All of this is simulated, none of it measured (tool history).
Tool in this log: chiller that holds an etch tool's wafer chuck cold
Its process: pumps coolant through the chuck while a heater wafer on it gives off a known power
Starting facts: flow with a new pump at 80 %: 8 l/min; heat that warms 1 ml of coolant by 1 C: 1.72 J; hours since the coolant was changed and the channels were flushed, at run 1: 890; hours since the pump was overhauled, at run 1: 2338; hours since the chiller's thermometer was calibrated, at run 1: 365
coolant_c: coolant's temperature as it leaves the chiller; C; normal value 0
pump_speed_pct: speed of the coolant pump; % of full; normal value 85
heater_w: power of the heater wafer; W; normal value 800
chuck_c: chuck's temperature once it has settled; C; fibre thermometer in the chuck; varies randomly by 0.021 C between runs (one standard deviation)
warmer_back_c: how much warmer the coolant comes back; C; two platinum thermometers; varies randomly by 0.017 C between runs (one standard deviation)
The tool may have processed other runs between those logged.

| run | hour | coolant_c | pump_speed_pct | heater_w | hours since the coolant was changed and the channels were flushed | hours since the pump was overhauled | hours since the chiller's thermometer was calibrated | chuck_c | warmer_back_c |
|---|---|---|---|---|---|---|---|---|---|
| 1 | 0 | 0 | 85 | 800 | 890 | 2338 | 365 | 5.79 | 3.34 |
| 2 | 69.5 | 0 | 87 | 800 | 960 | 2408 | 435 | 5.67 | 3.28 |
| 3 | 173.8 | 0 | 87 | 800 | 1064 | 2512 | 539 | 5.69 | 3.27 |
| 4 | 271.9 | 0 | 87 | 800 | 1162 | 2610 | 637 | 5.72 | 3.28 |
| 5 | 350.1 | 0 | 78 | 800 | 1240 | 2688 | 715 | 6.23 | 3.71 |
| 6 | 444.8 | 0 | 78 | 800 | 1335 | 2783 | 810 | 6.19 | 3.71 |
| 7 | 547.4 | 0 | 78 | 800 | 1437 | 2886 | 912 | 6.19 | 3.72 |
| 8 | 648.4 | 0 | 78 | 800 | 1538 | 2987 | 1013 | 6.21 | 3.74 |
| 9 | 693.5 | -1 | 85 | 800 | 1584 | 3032 | 1058 | 4.74 | 3.39 |
| 10 | 752.2 | -1 | 85 | 800 | 1642 | 3090 | 1117 | 4.75 | 3.37 |
| 11 | 803.6 | -1 | 85 | 800 | 1694 | 3142 | 1169 | 4.76 | 3.4 |
| 12 | 868 | -1 | 85 | 800 | 1758 | 3206 | 1233 | 4.77 | 3.37 |
| 13 | 928.4 | -1 | 85 | 800 | 1818 | 3267 | 1293 | 4.8 | 3.4 |
| 14 | 1029.8 | -1 | 85 | 800 | 1920 | 3368 | 1395 | 4.8 | 3.41 |
| 15 | 1092.6 | -1 | 85 | 800 | 1983 | 3431 | 1458 | 4.8 | 3.38 |
| 16 | 1159.3 | -1 | 85 | 800 | 2049 | 3498 | 1524 | 4.77 | 3.41 |
| 17 | 1254.8 | -1 | 85 | 800 | 2145 | 3593 | 1620 | 4.78 | 3.41 |
| 18 | 1357.1 | 0 | 82 | 800 | 2247 | 3695 | 1722 | 5.94 | 3.55 |
| 19 | 1422.6 | -4 | 82 | 556 | 2313 | 3761 | 1788 | 0.03 | 2.47 |
| 20 | 1522.1 | 0 | 79 | 905 | 2412 | 3860 | 1887 | 6.96 | 4.19 |
| 21 | 1589.9 | 0 | 80 | 618 | 2480 | 3928 | 1955 | 4.59 | 2.81 |
| 22 | 1670.5 | -4 | 80 | 575 | 2561 | 4009 | 2035 | 0.27 | 2.64 |
| 23 | 1747.1 | -4 | 80 | 575 | 2637 | 4085 | 2112 | 0.23 | 2.63 |
| 24 | 1812.4 | -4 | 62 | 495 | 2702 | 4151 | 2177 | 0.53 | 3.06 |
| 25 | 1856.4 | -6 | 63 | 800 | 2746 | 4195 | 2221 | 1.45 | 4.81 |
| 26 | 1956.2 | -6 | 63 | 800 | 2846 | 4294 | 2321 | 1.43 | 4.81 |
| 27 | 2048.3 | 0 | 82 | 830 | 2938 | 4387 | 2413 | 6.18 | 3.74 |
| 28 | 2102.4 | 0 | 82 | 830 | 2992 | 4441 | 2467 | 6.17 | 3.71 |
| 29 | 2159.1 | 0 | 82 | 830 | 3049 | 4497 | 2524 | 6.18 | 3.75 |
| 30 | 2203.1 | -7 | 62 | 605 | 3093 | 4541 | 2568 | -1.42 | 3.74 |
| 31 | 2270.3 | -7 | 62 | 605 | 3160 | 4609 | 2635 | -1.4 | 3.72 |
| 32 | 2351.2 | -7 | 72 | 402 | 3241 | 4690 | 2716 | -3.93 | 2.09 |

What if the next run were any one of these 4? Each begins from the tool's condition after run 32:
| A | 2451.7 | -2 | 62 | 457 | 3342 | 4790 | 2817 | ? | ? |
| B | 2451.7 | 5 | 97 | 685 | 3342 | 4790 | 2817 | ? | ? |
| C | 2451.7 | -8 | 92 | 645 | 3342 | 4790 | 2817 | ? | ? |
| D | 2451.7 | -4 | 93 | 402 | 3342 | 4790 | 2817 | ? | ? |

| run | chuck_c | warmer_back_c |
|---|---|---|
| A | 2.15 | 2.81 |
| B | 9.32 | 2.55 |
| C | -3.75 | 2.54 |
| D | -1.54 | 1.6 |
With no hidden state in the tool, these same runs would have given:
| run | chuck_c | warmer_back_c |
|---|---|---|
| A | 2.18 | 2.66 |
| B | 9.31 | 2.41 |
| C | -3.74 | 2.4 |
| D | -1.38 | 1.51 |
